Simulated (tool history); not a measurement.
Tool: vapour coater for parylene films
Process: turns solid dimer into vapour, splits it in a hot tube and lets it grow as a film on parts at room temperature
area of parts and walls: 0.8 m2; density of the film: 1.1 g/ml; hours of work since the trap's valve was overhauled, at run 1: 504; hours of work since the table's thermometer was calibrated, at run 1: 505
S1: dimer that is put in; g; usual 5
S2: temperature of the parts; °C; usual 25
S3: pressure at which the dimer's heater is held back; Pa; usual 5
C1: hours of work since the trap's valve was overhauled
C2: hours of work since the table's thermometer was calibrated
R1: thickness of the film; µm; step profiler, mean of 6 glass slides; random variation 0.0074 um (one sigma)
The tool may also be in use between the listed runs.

run	hour	S1	S2	S3	C1	C2	R1
1	0	5	25	5	504	505	3.634
2	9.9	5	25	5	511	512	3.633
3	23.7	5	22	5	521	522	4.135
4	39.3	5	25	5	533	534	3.623
5	57.2	5	25	5	546	547	3.618
6	66.9	6	25	5	553	554	4.346
7	79.5	5	25	6.26	562	563	3.492
8	92.1	5	25	5	571	572	3.615
9	106.8	5	25	5	582	582	3.612
# hour 111.8: trap's valve overhauled
10	125.2	5	25	5	10	593	3.8
# hour 127.5: table's thermometer calibrated
11	142.9	3	25	5	22	11	2.316
12	161.5	3	25	5	35	25	2.302
13	170.3	3	21	5	42	31	2.76
14	187.3	5	25	5	54	43	3.843
# hour 191.1: table's thermometer calibrated, once more
15	200.4	5	25	5	63	7	3.685
16	219	5	25	5	76	20	3.673
17	229.4	5	25	5	84	28	3.677
18	247.2	5	25	11.02	97	41	3.209
19	262.8	5	31	3.03	108	52	3.094
20	270.9	5	31	3.03	114	58	3.087
21	287.8	2	24	3.14	126	70	1.652
22	300.6	7	19	7.92	135	79	6.189
23	316.2	3	25	5	147	91	2.202
24	332.4	5	25	2.85	158	102	4.049
25	345.7	5	28	2.07	168	112	3.737
26	356.7	2	27	9.27	176	120	1.217
27	370.5	3	29	7.18	186	130	1.74
28	381.3	3	29	7.18	194	138	1.738
29	398.4	8	35	4.84	206	150	3.822
30	413.6	3	28	4.26	217	161	1.984
31	423.8	3	28	4.26	225	169	1.984

Some steps in R1 between neighbouring runs. How much of each would the tool show without its hidden state too (settings, what came in, random variation), and how much is left for the hidden state, with any gauge scatter that isn't in both results?
The hidden state here: vapour lost through the trap's worn valve, %; true temperature of the parts over the reading, C; drift of the gauge itself on film_um, %.
Run 9 -> 10: trap's valve overhauled. R1 +0.188 µm: hidden state +0.172, all else +0.016.
Run 13 -> 14: S1 3 -> 5, S2 21 -> 25. R1 +1.083 µm: hidden state +0.04, all else +1.043.
Run 14 -> 15: table's thermometer calibrated, once more. R1 -0.158 µm: hidden state -0.16, all else +0.002.
Run 21 -> 22: S1 2 -> 7, S2 24 -> 19, S3 3.14 -> 7.92. R1 +4.537 µm: hidden state -0.027, all else +4.564.
Run 22 -> 23: S1 7 -> 3, S2 19 -> 25, S3 7.92 -> 5. R1 -3.987 µm: hidden state +0.022, all else -4.009.
Run 25 -> 26: S1 5 -> 2, S2 28 -> 27, S3 2.07 -> 9.27. R1 -2.52 µm: hidden state +0.016, all else -2.536.

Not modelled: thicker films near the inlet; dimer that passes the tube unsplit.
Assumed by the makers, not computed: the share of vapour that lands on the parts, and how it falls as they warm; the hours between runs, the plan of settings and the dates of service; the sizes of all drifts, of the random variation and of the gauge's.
